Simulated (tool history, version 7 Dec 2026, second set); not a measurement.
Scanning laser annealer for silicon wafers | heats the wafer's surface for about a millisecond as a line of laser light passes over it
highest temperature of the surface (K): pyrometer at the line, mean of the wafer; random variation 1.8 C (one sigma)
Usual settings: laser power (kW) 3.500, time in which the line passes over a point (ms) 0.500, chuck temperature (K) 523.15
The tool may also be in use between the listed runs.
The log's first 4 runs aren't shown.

| run | hour | laser power (kW) | time in which the line passes over a point (ms) | chuck temperature (K) | highest temperature of the surface (K) |
|---|---|---|---|---|---|
| 5 | 56.2 | 3.500 | 0.500 | 523.15 | 1311.15 |
| 6 | 66.2 | 3.500 | 0.500 | 523.15 | 1311.15 |
| 7 | 79.8 | 3.500 | 0.424 | 523.15 | 1248.15 |
| 8 | 96.6 | 3.500 | 0.500 | 523.15 | 1312.15 |
| 9 | 110.3 | 3.500 | 0.500 | 557.15 | 1340.15 |
| 10 | 124.5 | 3.500 | 0.410 | 557.15 | 1271.15 |
| 11 | 135.8 | 3.500 | 0.410 | 557.15 | 1266.15 |
| 12 | 147.3 | 3.500 | 0.500 | 489.15 | 1272.15 |
| 13 | 158.9 | 3.500 | 0.500 | 489.15 | 1272.15 |
| 14 | 167.7 | 3.500 | 0.500 | 489.15 | 1272.15 |
| 15 | 182.6 | 3.521 | 0.500 | 523.15 | 1310.15 |
| 16 | 189.9 | 3.500 | 0.500 | 523.15 | 1307.15 |
| 17 | 202.8 | 3.500 | 0.500 | 523.15 | 1307.15 |
| 18 | 218.7 | 3.500 | 0.500 | 523.15 | 1306.15 |
| 19 | 235.4 | 3.500 | 0.500 | 523.15 | 1301.15 |
| 20 | 242.9 | 3.103 | 0.406 | 563.15 | 1178.15 |
| 21 | 257.2 | 3.500 | 0.500 | 554.15 | 1331.15 |
| 22 | 270.3 | 3.145 | 0.587 | 554.15 | 1302.15 |
|  | 273.9 | window over the wafer cleaned |
| 23 | 286.0 | 3.104 | 0.587 | 506.15 | 1240.15 |
| 24 | 302.4 | 3.012 | 0.475 | 509.15 | 1148.15 |
|  | 305.3 | window over the wafer cleaned, once more |
| 25 | 320.0 | 3.254 | 0.500 | 555.15 | 1287.15 |
| 26 | 329.4 | 3.500 | 0.543 | 540.15 | 1365.15 |
| 27 | 343.8 | 3.500 | 0.581 | 519.15 | 1376.15 |

Run 28 comes next. What will it give?
| 28 | 360.3 | 3.500 | 0.581 | 559.15 | ? |

Run 28 gave highest temperature of the surface (K) 1409.15.
Without the tool's hidden state the same run would have given highest temperature of the surface (K) 1420.15.

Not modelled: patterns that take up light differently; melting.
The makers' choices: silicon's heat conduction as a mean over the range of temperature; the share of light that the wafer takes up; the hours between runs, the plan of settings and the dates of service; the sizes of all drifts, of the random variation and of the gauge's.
